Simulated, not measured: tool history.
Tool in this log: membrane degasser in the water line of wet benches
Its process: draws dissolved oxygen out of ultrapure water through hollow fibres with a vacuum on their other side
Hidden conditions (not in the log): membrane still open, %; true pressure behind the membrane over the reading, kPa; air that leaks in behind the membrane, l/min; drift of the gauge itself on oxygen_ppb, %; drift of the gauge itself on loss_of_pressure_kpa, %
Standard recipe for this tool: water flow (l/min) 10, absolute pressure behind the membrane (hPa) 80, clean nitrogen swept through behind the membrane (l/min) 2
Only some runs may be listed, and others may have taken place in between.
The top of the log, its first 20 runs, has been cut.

| run | hour | water flow (l/min) | absolute pressure behind the membrane (hPa) | clean nitrogen swept through behind the membrane (l/min) | hours since the membrane was changed | hours since the vacuum gauge was calibrated | hours since the vacuum lines were made tight | dissolved oxygen in the water behind the degasser (ppb) | pressure that the water loses in the fibres (hPa) |
|---|---|---|---|---|---|---|---|---|---|
| 21 | 2293.1 | 12 | 118.6 | 5.43 | 4563 | 3038 | 12650 | 199.3 | 442.1 |
| 22 | 2368.4 | 8 | 50.4 | 2 | 4639 | 3113 | 12726 | 59 | 294.1 |
| 23 | 2472.9 | 14 | 51.4 | 1.73 | 4743 | 3218 | 12830 | 271.7 | 515.7 |
| 24 | 2552 | 9 | 80 | 2 | 4822 | 3297 | 12909 | 117.4 | 330.5 |
| 25 | 2672.6 | 7 | 80 | 2 | 4943 | 3418 | 13030 | 70.3 | 257.2 |
| 26 | 2794.7 | 7 | 80 | 2 | 5065 | 3540 | 13152 | 69.4 | 257.8 |
| 27 | 2895.3 | 9 | 80 | 1.05 | 5166 | 3640 | 13253 | 165.3 | 331.6 |
| 28 | 2971.2 | 7 | 80 | 1.05 | 5242 | 3716 | 13328 | 109.7 | 255.8 |
| 29 | 3109.2 | 11 | 80 | 3.46 | 5380 | 3854 | 13466 | 158.3 | 408.8 |
| 30 | 3192.4 | 9 | 94.4 | 1.49 | 5463 | 3937 | 13550 | 160.4 | 334.1 |
| 31 | 3344.4 | 9 | 94.4 | 1.49 | 5615 | 4089 | 13702 | 161.7 | 333.2 |
| 32 | 3478.2 | 6 | 94.4 | 3.22 | 5749 | 4223 | 13835 | 44.8 | 222.2 |

4 options for the next run, each taken on its own from the tool as it stands now. Forecast them:
| A | 3542.9 | 10 | 112.7 | 1.04 | 5813 | 4288 | 13900 | ? | ? |
| B | 3542.9 | 11 | 181.9 | 3.14 | 5813 | 4288 | 13900 | ? | ? |
| C | 3542.9 | 6 | 53.9 | 3.22 | 5813 | 4288 | 13900 | ? | ? |
| D | 3542.9 | 10 | 80 | 2 | 5813 | 4288 | 13900 | ? | ? |

| run | dissolved oxygen in the water behind the degasser (ppb) | pressure that the water loses in the fibres (hPa) |
|---|---|---|
| A | 282.2 | 370.5 |
| B | 257.7 | 405.6 |
| C | 23.8 | 220 |
| D | 153.1 | 370.1 |
Had the tool no hidden state, the same runs would have come out as:
| run | dissolved oxygen in the water behind the degasser (ppb) | pressure that the water loses in the fibres (hPa) |
|---|---|---|
| A | 256.3 | 361.9 |
| B | 233.4 | 396.1 |
| C | 19.9 | 214.8 |
| D | 137.2 | 361.5 |

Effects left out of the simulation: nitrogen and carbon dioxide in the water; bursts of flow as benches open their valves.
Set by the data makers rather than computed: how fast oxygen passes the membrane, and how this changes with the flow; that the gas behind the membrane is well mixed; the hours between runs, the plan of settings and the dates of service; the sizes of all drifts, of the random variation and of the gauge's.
